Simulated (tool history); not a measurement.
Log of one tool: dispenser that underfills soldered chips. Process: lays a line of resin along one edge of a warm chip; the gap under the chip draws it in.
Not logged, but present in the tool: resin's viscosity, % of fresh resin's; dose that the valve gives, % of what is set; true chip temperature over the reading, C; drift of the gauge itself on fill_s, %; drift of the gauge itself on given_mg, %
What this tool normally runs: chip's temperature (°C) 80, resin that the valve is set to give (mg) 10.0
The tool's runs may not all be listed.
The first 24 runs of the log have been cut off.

run,day,chip's temperature (°C),resin that the valve is set to give (mg),hours of work since the syringe was changed,hours of work since the valve was cleaned,hours of work since the stage was calibrated,time until the resin shows at the far edge (s),resin that the valve gave (mg)
25,3.508,80,10.5,2,15,82,169.5,10.45
26,3.654,80,10.5,4,17,84,198.8,10.41
# day 3.792: new syringe of resin
27,3.842,88,9.2,1,20,87,123.2,9.00
28,3.933,68,8.9,2,21,89,301.3,8.77
29,4.096,84,11.2,5,24,91,181.7,11.03
# day 4.179: new syringe of resin
30,4.271,83,12.2,2,27,94,153.6,11.86
31,4.383,83,12.2,3,29,96,169.9,11.94
32,4.542,94,12.8,6,31,98,130.4,12.58
# day 4.571: new syringe of resin
33,4.729,94,12.8,3,34,101,109.9,12.48
34,4.904,94,12.8,5,37,104,127.8,12.45
# day 4.958: new syringe of resin
35,5.021,70,12.9,1,38,106,251.8,12.50
36,5.212,80,12.1,4,42,109,201.4,11.71

4 options for the next run, each taken on its own from the tool as it stands now. Forecast them:
# day 5.354: new syringe of resin
A,5.396,94,8.6,1,44,112,?,?
# day 5.354: new syringe of resin
B,5.396,78,9.9,1,44,112,?,?
# day 5.354: new syringe of resin
C,5.396,82,10.0,1,44,112,?,?
# day 5.354: new syringe of resin
D,5.396,78,8.8,1,44,112,?,?

run,time until the resin shows at the far edge (s),resin that the valve gave (mg)
A,99.4,8.29
B,184.4,9.52
C,157.0,9.72
D,187.1,8.54
Without the tool's unlogged condition, the same runs would have read:
run,time until the resin shows at the far edge (s),resin that the valve gave (mg)
A,92.7,8.59
B,172.3,9.86
C,146.8,10.07
D,174.3,8.84

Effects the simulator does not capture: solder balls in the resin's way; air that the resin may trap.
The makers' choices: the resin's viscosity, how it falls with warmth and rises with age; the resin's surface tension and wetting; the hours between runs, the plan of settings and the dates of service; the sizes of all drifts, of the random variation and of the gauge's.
